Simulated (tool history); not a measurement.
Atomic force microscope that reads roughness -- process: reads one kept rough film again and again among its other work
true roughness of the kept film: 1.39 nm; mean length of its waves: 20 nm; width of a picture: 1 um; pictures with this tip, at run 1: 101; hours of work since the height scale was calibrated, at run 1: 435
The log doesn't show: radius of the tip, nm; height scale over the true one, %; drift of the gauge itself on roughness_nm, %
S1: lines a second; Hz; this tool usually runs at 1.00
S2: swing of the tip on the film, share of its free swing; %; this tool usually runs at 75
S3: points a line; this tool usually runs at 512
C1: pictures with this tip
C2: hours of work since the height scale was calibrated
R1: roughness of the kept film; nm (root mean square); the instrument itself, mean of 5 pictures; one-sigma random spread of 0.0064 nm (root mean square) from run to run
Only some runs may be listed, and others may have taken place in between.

| run | hour | S1 | S2 | S3 | C1 | C2 | R1 |
|---|---|---|---|---|---|---|---|
| 1 | 0.0 | 1.00 | 75 | 512 | 101 | 435 | 1.258 |
| 2 | 33.5 | 1.00 | 75 | 512 | 139 | 449 | 1.252 |
| 3 | 73.2 | 1.00 | 75 | 512 | 183 | 465 | 1.255 |
| 4 | 106.9 | 1.00 | 81 | 512 | 221 | 479 | 1.249 |
|  | 149.7 | new tip fitted |
| 5 | 149.7 | 1.00 | 75 | 512 | 0 | 497 | 1.252 |
| 6 | 197.7 | 1.00 | 71 | 512 | 53 | 517 | 1.264 |
| 7 | 240.7 | 1.00 | 71 | 512 | 101 | 534 | 1.264 |
| 8 | 270.4 | 1.00 | 71 | 512 | 134 | 547 | 1.276 |
| 9 | 324.1 | 1.00 | 71 | 512 | 194 | 569 | 1.255 |
| 10 | 360.5 | 1.00 | 71 | 512 | 234 | 584 | 1.252 |
|  | 390.8 | new tip fitted |
| 11 | 411.8 | 1.00 | 75 | 272 | 23 | 605 | 1.220 |
| 12 | 453.9 | 1.00 | 75 | 272 | 70 | 623 | 1.230 |
| 13 | 500.8 | 0.54 | 58 | 798 | 122 | 642 | 1.292 |
| 14 | 564.1 | 0.89 | 75 | 512 | 193 | 668 | 1.268 |
| 15 | 610.5 | 0.89 | 75 | 512 | 244 | 687 | 1.256 |
|  | 631.7 | new tip fitted |
| 16 | 677.1 | 1.00 | 75 | 510 | 51 | 715 | 1.253 |
| 17 | 734.2 | 1.00 | 57 | 424 | 114 | 738 | 1.270 |
| 18 | 799.2 | 3.09 | 75 | 512 | 187 | 765 | 1.210 |
| 19 | 852.3 | 3.09 | 75 | 512 | 246 | 787 | 1.207 |
|  | 871.8 | new tip fitted |
| 20 | 916.2 | 3.09 | 75 | 512 | 50 | 814 | 1.215 |
| 21 | 966.9 | 0.92 | 75 | 289 | 106 | 835 | 1.250 |
| 22 | 1013.7 | 0.92 | 75 | 283 | 158 | 854 | 1.240 |
| 23 | 1081.6 | 0.86 | 61 | 312 | 234 | 882 | 1.243 |

Consider 5 possible next runs. They are alternatives, not a sequence: every one starts from the tool as it was left by run 23. What does each give?
|  | 1112.2 | new tip fitted |
| A | 1128.0 | 0.57 | 75 | 512 | 18 | 901 | ? |
|  | 1112.2 | new tip fitted |
| B | 1128.0 | 1.00 | 73 | 290 | 18 | 901 | ? |
|  | 1112.2 | new tip fitted |
| C | 1128.0 | 3.78 | 75 | 512 | 18 | 901 | ? |
|  | 1112.2 | new tip fitted |
| D | 1128.0 | 1.67 | 63 | 446 | 18 | 901 | ? |
|  | 1112.2 | new tip fitted |
| E | 1128.0 | 1.27 | 61 | 303 | 18 | 901 | ? |

| run | R1 |
|---|---|
| A | 1.279 |
| B | 1.241 |
| C | 1.202 |
| D | 1.261 |
| E | 1.240 |
Had the tool no hidden state, the same runs would have come out as:
| run | R1 |
|---|---|
| A | 1.279 |
| B | 1.241 |
| C | 1.202 |
| D | 1.261 |
| E | 1.240 |
